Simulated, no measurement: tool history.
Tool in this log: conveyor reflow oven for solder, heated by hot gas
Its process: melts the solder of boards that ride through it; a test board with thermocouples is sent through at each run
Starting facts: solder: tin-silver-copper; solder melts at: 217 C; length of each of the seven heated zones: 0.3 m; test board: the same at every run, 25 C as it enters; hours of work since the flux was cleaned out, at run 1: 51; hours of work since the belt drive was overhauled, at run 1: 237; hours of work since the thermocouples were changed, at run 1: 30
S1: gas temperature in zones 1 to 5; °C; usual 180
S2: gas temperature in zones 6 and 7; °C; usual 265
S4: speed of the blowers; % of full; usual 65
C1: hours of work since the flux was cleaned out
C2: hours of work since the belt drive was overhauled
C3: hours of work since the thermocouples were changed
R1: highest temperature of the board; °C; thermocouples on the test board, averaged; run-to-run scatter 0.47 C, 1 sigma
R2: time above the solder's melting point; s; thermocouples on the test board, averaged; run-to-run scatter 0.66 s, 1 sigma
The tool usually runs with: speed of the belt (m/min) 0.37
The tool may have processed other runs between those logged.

{"run": 1, "hour": 0.0, "S1": 180, "S2": 265, "speed of the belt (m/min)": 0.37, "S4": 65, "C1": 51, "C2": 237, "C3": 30, "R1": 249, "R2": 71.2}
{"run": 2, "hour": 5.4, "S1": 180, "S2": 265, "speed of the belt (m/min)": 0.37, "S4": 65, "C1": 54, "C2": 240, "C3": 33, "R1": 248.4, "R2": 72.1}
{"run": 3, "hour": 10.8, "S1": 180, "S2": 265, "speed of the belt (m/min)": 0.37, "S4": 65, "C1": 57, "C2": 242, "C3": 35, "R1": 248.5, "R2": 71.2}
{"run": 4, "hour": 16.6, "S1": 180, "S2": 265, "speed of the belt (m/min)": 0.37, "S4": 65, "C1": 60, "C2": 245, "C3": 38, "R1": 249.2, "R2": 72.2}
{"run": 5, "hour": 24.3, "S1": 180, "S2": 265, "speed of the belt (m/min)": 0.37, "S4": 65, "C1": 64, "C2": 250, "C3": 43, "R1": 248.9, "R2": 71.7}
{"run": 6, "hour": 33.4, "S1": 180, "S2": 265, "speed of the belt (m/min)": 0.37, "S4": 77, "C1": 69, "C2": 254, "C3": 47, "R1": 249.9, "R2": 75.2}
{"run": 7, "hour": 41.7, "S1": 180, "S2": 265, "speed of the belt (m/min)": 0.37, "S4": 77, "C1": 73, "C2": 259, "C3": 52, "R1": 251.1, "R2": 74.6}
{"run": 8, "hour": 50.6, "S1": 180, "S2": 265, "speed of the belt (m/min)": 0.37, "S4": 86, "C1": 78, "C2": 263, "C3": 56, "R1": 251.8, "R2": 77.2}
{"run": 9, "hour": 55.8, "S1": 180, "S2": 265, "speed of the belt (m/min)": 0.37, "S4": 86, "C1": 81, "C2": 266, "C3": 59, "R1": 251.7, "R2": 75.3}
{"run": 10, "hour": 59.6, "S1": 180, "S2": 265, "speed of the belt (m/min)": 0.37, "S4": 86, "C1": 83, "C2": 268, "C3": 61, "R1": 252.2, "R2": 75.9}
{"run": 11, "hour": 63.5, "S1": 180, "S2": 265, "speed of the belt (m/min)": 0.37, "S4": 86, "C1": 85, "C2": 270, "C3": 63, "R1": 251.4, "R2": 75.6}
{"run": 12, "hour": 71.3, "S1": 180, "S2": 265, "speed of the belt (m/min)": 0.37, "S4": 86, "C1": 89, "C2": 274, "C3": 67, "R1": 252, "R2": 74.8}
{"run": 13, "hour": 80.1, "S1": 180, "S2": 265, "speed of the belt (m/min)": 0.37, "S4": 86, "C1": 94, "C2": 279, "C3": 72, "R1": 251.8, "R2": 75.4}
{"run": 14, "hour": 86.2, "S1": 183, "S2": 276, "speed of the belt (m/min)": 0.343, "S4": 56, "C1": 97, "C2": 282, "C3": 75, "R1": 258.8, "R2": 87.8}
{"run": 15, "hour": 91.3, "S1": 168, "S2": 270, "speed of the belt (m/min)": 0.37, "S4": 65, "C1": 99, "C2": 285, "C3": 78, "R1": 250.2, "R2": 66.4}
{"run": 16, "hour": 97.7, "S1": 184, "S2": 264, "speed of the belt (m/min)": 0.417, "S4": 60, "C1": 103, "C2": 288, "C3": 81, "R1": 243.1, "R2": 59}
{"run": 17, "hour": 105.1, "S1": 171, "S2": 265, "speed of the belt (m/min)": 0.37, "S4": 65, "C1": 107, "C2": 292, "C3": 85, "R1": 246.1, "R2": 65.5}
{"run": 18, "hour": 114.1, "S1": 190, "S2": 270, "speed of the belt (m/min)": 0.409, "S4": 85, "C1": 111, "C2": 297, "C3": 90, "R1": 255.1, "R2": 76}
{"run": 19, "hour": 120.1, "S1": 168, "S2": 258, "speed of the belt (m/min)": 0.366, "S4": 90, "C1": 115, "C2": 300, "C3": 93, "R1": 244.1, "R2": 64.2}
{"run": 20, "hour": 126.1, "S1": 168, "S2": 258, "speed of the belt (m/min)": 0.366, "S4": 90, "C1": 118, "C2": 303, "C3": 96, "R1": 244.2, "R2": 64}
{"run": 21, "hour": 132.1, "S1": 168, "S2": 258, "speed of the belt (m/min)": 0.366, "S4": 90, "C1": 121, "C2": 306, "C3": 99, "R1": 244.1, "R2": 65}
{"run": 22, "hour": 140.3, "S1": 168, "S2": 258, "speed of the belt (m/min)": 0.366, "S4": 90, "C1": 125, "C2": 311, "C3": 103, "R1": 244.3, "R2": 64.1}
{"run": 23, "hour": 146.1, "S1": 173, "S2": 258, "speed of the belt (m/min)": 0.366, "S4": 79, "C1": 128, "C2": 314, "C3": 107, "R1": 243.7, "R2": 63.7}

Each row is a separate what-if for the run after 23, all from the same tool condition, not one after another. Results?
{"run": "A", "hour": 153.0, "S1": 173, "S2": 270, "speed of the belt (m/min)": 0.33, "S4": 61, "C1": 132, "C2": 317, "C3": 110, "R1": "?", "R2": "?"}
{"run": "B", "hour": 153.0, "S1": 180, "S2": 265, "speed of the belt (m/min)": 0.37, "S4": 61, "C1": 132, "C2": 317, "C3": 110, "R1": "?", "R2": "?"}
{"run": "C", "hour": 153.0, "S1": 173, "S2": 258, "speed of the belt (m/min)": 0.305, "S4": 79, "C1": 132, "C2": 317, "C3": 110, "R1": "?", "R2": "?"}

run=A R1=254.1 R2=83.6
run=B R1=248.1 R2=71.1
run=C R1=247.9 R2=86
Without the tool's hidden state the same runs would have given:
run=A R1=255.1 R2=84.5
run=B R1=249 R2=72.2
run=C R1=248.8 R2=87.1
